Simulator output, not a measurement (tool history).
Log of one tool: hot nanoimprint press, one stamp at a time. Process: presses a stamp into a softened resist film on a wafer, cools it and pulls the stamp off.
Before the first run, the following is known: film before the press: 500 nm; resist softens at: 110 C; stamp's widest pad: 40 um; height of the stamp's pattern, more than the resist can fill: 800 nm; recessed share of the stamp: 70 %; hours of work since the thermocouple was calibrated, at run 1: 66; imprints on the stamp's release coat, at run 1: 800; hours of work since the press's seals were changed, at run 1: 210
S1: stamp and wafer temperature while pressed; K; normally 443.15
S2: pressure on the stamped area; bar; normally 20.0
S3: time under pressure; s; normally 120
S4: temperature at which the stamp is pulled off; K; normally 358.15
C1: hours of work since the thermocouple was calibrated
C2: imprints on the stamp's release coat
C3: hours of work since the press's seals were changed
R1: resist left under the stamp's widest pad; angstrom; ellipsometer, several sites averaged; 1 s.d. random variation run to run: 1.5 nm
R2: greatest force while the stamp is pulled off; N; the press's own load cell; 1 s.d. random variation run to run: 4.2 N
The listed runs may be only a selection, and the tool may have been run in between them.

run 1 hour=0.0 | S1=443.15 S2=20.0 S3=120 S4=358.15 | C1=66 C2=800 C3=210 | R1=2381 R2=249
run 2 hour=33.3 | S1=443.15 S2=20.0 S3=120 S4=358.15 | C1=83 C2=851 C3=227 | R1=2376 R2=257
run 3 hour=67.8 | S1=443.15 S2=20.0 S3=120 S4=346.15 | C1=100 C2=904 C3=244 | R1=2387 R2=346
-- hour=122.7 stamp cleaned and given a new release coat
run 4 hour=122.7 | S1=443.15 S2=20.0 S3=120 S4=346.15 | C1=125 C2=0 C3=269 | R1=2393 R2=288
run 5 hour=156.9 | S1=443.15 S2=20.0 S3=120 S4=346.15 | C1=143 C2=53 C3=287 | R1=2403 R2=281
run 6 hour=190.8 | S1=443.15 S2=20.0 S3=120 S4=346.15 | C1=160 C2=105 C3=304 | R1=2395 R2=281
run 7 hour=217.1 | S1=443.15 S2=25.9 S3=120 S4=346.15 | C1=173 C2=145 C3=317 | R1=2099 R2=286
run 8 hour=244.8 | S1=443.15 S2=25.9 S3=120 S4=346.15 | C1=188 C2=188 C3=331 | R1=2106 R2=301
run 9 hour=298.1 | S1=443.15 S2=25.9 S3=120 S4=346.15 | C1=215 C2=269 C3=358 | R1=2124 R2=306
run 10 hour=326.1 | S1=443.15 S2=20.0 S3=120 S4=358.15 | C1=229 C2=312 C3=373 | R1=2399 R2=227
run 11 hour=372.2 | S1=443.15 S2=20.0 S3=96 S4=358.15 | C1=252 C2=383 C3=396 | R1=2637 R2=232
run 12 hour=406.0 | S1=443.15 S2=20.0 S3=96 S4=358.15 | C1=270 C2=435 C3=413 | R1=2607 R2=236
run 13 hour=427.6 | S1=449.15 S2=20.0 S3=120 S4=358.15 | C1=281 C2=468 C3=424 | R1=2029 R2=232
run 14 hour=468.4 | S1=443.15 S2=20.0 S3=108 S4=358.15 | C1=301 C2=531 C3=445 | R1=2549 R2=248
run 15 hour=494.1 | S1=443.15 S2=20.0 S3=108 S4=358.15 | C1=314 C2=570 C3=458 | R1=2547 R2=242
run 16 hour=520.7 | S1=436.15 S2=29.7 S3=115 S4=357.15 | C1=328 C2=611 C3=472 | R1=2554 R2=253
run 17 hour=564.2 | S1=436.15 S2=29.7 S3=115 S4=357.15 | C1=350 C2=678 C3=494 | R1=2545 R2=261
-- hour=571.6 plate thermocouple calibrated
run 18 hour=597.3 | S1=443.15 S2=24.3 S3=210 S4=363.15 | C1=13 C2=724 C3=509 | R1=1867 R2=231
run 19 hour=623.4 | S1=443.15 S2=24.3 S3=210 S4=363.15 | C1=26 C2=764 C3=522 | R1=1869 R2=223
run 20 hour=668.2 | S1=443.15 S2=24.3 S3=210 S4=363.15 | C1=49 C2=832 C3=545 | R1=1871 R2=229
run 21 hour=694.8 | S1=450.15 S2=20.0 S3=202 S4=358.15 | C1=63 C2=873 C3=559 | R1=1673 R2=263
run 22 hour=746.2 | S1=439.15 S2=17.1 S3=187 S4=360.15 | C1=89 C2=952 C3=585 | R1=2654 R2=253
-- hour=772.8 stamp cleaned and given a new release coat
-- hour=776.8 plate thermocouple calibrated, once more
run 23 hour=776.8 | S1=443.15 S2=15.1 S3=120 S4=358.15 | C1=0 C2=1 C3=596 | R1=2736 R2=202
run 24 hour=811.9 | S1=443.15 S2=20.0 S3=79 S4=365.15 | C1=18 C2=55 C3=614 | R1=2721 R2=170
run 25 hour=834.7 | S1=448.15 S2=20.0 S3=188 S4=358.15 | C1=29 C2=90 C3=625 | R1=1723 R2=209
run 26 hour=869.2 | S1=443.15 S2=20.0 S3=97 S4=358.15 | C1=47 C2=143 C3=643 | R1=2550 R2=213
run 27 hour=909.8 | S1=443.15 S2=22.2 S3=63 S4=358.15 | C1=68 C2=205 C3=664 | R1=2815 R2=219
run 28 hour=955.1 | S1=440.15 S2=20.0 S3=168 S4=359.15 | C1=91 C2=275 C3=687 | R1=2349 R2=210
run 29 hour=1007.1 | S1=445.15 S2=12.7 S3=120 S4=366.15 | C1=117 C2=355 C3=713 | R1=2792 R2=173

Branching from run 29: 3 alternative next runs. What would each branch give?
run A hour=1056.1 | S1=443.15 S2=20.0 S3=120 S4=363.15 | C1=142 C2=430 C3=738 | R1=? R2=?
run B hour=1056.1 | S1=435.15 S2=20.0 S3=120 S4=350.15 | C1=142 C2=430 C3=738 | R1=? R2=?
run C hour=1056.1 | S1=445.15 S2=12.7 S3=155 S4=366.15 | C1=142 C2=430 C3=738 | R1=? R2=?

run=A R1=2410 R2=199
run=B R1=3081 R2=291
run=C R1=2595 R2=177
Stripped of hidden state, with their random variation kept, the same runs would have yielded:
run=A R1=2345 R2=177
run=B R1=3007 R2=260
run=C R1=2542 R2=157

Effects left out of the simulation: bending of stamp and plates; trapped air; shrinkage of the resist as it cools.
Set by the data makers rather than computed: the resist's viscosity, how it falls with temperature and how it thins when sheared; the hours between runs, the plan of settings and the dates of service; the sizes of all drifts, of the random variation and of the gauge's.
